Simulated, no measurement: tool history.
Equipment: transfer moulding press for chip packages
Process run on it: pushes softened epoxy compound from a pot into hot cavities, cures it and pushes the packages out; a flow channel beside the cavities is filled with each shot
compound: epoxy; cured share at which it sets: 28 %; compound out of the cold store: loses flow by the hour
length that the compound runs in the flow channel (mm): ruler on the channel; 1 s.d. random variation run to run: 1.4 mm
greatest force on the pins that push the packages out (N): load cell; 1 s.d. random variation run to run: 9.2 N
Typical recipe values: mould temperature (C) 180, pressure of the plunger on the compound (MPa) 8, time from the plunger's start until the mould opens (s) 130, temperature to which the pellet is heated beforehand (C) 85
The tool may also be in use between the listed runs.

run	hour	mould temperature (C)	pressure of the plunger on the compound (MPa)	time from the plunger's start until the mould opens (s)	temperature to which the pellet is heated beforehand (C)	incoming compound's hours out of the cold store	length that the compound runs in the flow channel (mm)	greatest force on the pins that push the packages out (N)
1	0	180	8	130	85	21.9	676	517
2	61	185	8	130	85	28.7	642	637
# hour 71.8: mould's thermocouples calibrated
# hour 73.3: cavities cleaned with cleaning compound and waxed
3	109.3	185	8	130	85	47.8	597	487
# hour 135.9: plunger's sealing rings changed
# hour 167.4: cavities cleaned with cleaning compound and waxed
4	172.4	180	8	130	85	19.7	693	484
5	232.6	180	8	130	85	10.4	714	809
# hour 251.4: mould's thermocouples calibrated, once more
# hour 261.8: cavities cleaned with cleaning compound and waxed
6	265	180	8	130	85	35.3	647	444
7	318.8	180	8	130	85	34.6	644	707
8	348.4	180	8	130	85	22.6	670	800
# hour 352.9: cavities cleaned with cleaning compound and waxed
9	383	180	8	130	85	8.5	703	588
# hour 429.5: plunger's sealing rings changed
# hour 449.1: cavities cleaned with cleaning compound and waxed
10	452.9	177	8	130	85	28.7	680	529
11	482.2	177	8	130	85	16.1	711	780
12	511.2	180	8	130	85	24.7	676	702
# hour 540.2: cavities cleaned with cleaning compound and waxed
13	550.7	180	8	130	85	12.2	705	511
14	619.7	180	8	130	85	21.6	674	789
# hour 630.6: cavities cleaned with cleaning compound and waxed
# hour 666.7: mould's thermocouples calibrated
15	672.3	180	8	130	85	46.6	613	614
# hour 721.2: plunger's sealing rings changed
# hour 726.6: cavities cleaned with cleaning compound and waxed
16	726.6	183	8.19	129	91	39	648	360
17	777	183	7.72	119	91	28.2	647	666
# hour 819.3: cavities cleaned with cleaning compound and waxed
18	831.4	180	9.79	130	85	43.3	696	483
19	890.9	180	6.61	134	85	46.1	565	689
# hour 911.4: cavities cleaned with cleaning compound and waxed
20	925.5	180	6.61	134	85	32.3	590	519
21	969.4	180	6.59	130	85	29.7	593	710
# hour 1000.9: cavities cleaned with cleaning compound and waxed
22	1001.7	180	6.59	130	85	29.7	589	436
# hour 1012.3: plunger's sealing rings changed
23	1043.9	180	6.59	130	85	12.4	643	646
# hour 1082.8: mould's thermocouples calibrated
24	1084.3	180	7.26	135	85	46.3	598	689
# hour 1096.2: cavities cleaned with cleaning compound and waxed
25	1149.5	180	7.52	126	85	33.2	632	719
# hour 1188: cavities cleaned with cleaning compound and waxed
26	1190.9	180	8	159	75	38	636	364
27	1237	184	8.48	159	95	34.8	648	535

Some steps in length that the compound runs in the flow channel (mm), run to run, broken into two amounts with sign: the step expected even without the hidden condition (settings, incoming material, random variation), and the rest, left for the hidden condition together with whatever gauge scatter is not in both the measured and the hidden-condition-free result:
Hidden conditions of the tool in this case: true mould temperature over the reading, C; pressure that reaches the compound, % of what is set; grip of the stained cavities, % over clean ones'; drift of the gauge itself on flow_mm, %; drift of the gauge itself on push_out_n, %.
Run 3 -> 4: mould temperature (C) 185 -> 180, plunger's sealing rings changed, cavities cleaned with cleaning compound and waxed. length that the compound runs in the flow channel (mm) +96: hidden state +18, all else +78.
Run 9 -> 10: mould temperature (C) 180 -> 177, plunger's sealing rings changed, cavities cleaned with cleaning compound and waxed. length that the compound runs in the flow channel (mm) -23: hidden state +18, all else -41.
Run 18 -> 19: pressure of the plunger on the compound (MPa) 9.79 -> 6.61, time from the plunger's start until the mould opens (s) 130 -> 134. length that the compound runs in the flow channel (mm) -131: hidden state -1, all else -130.
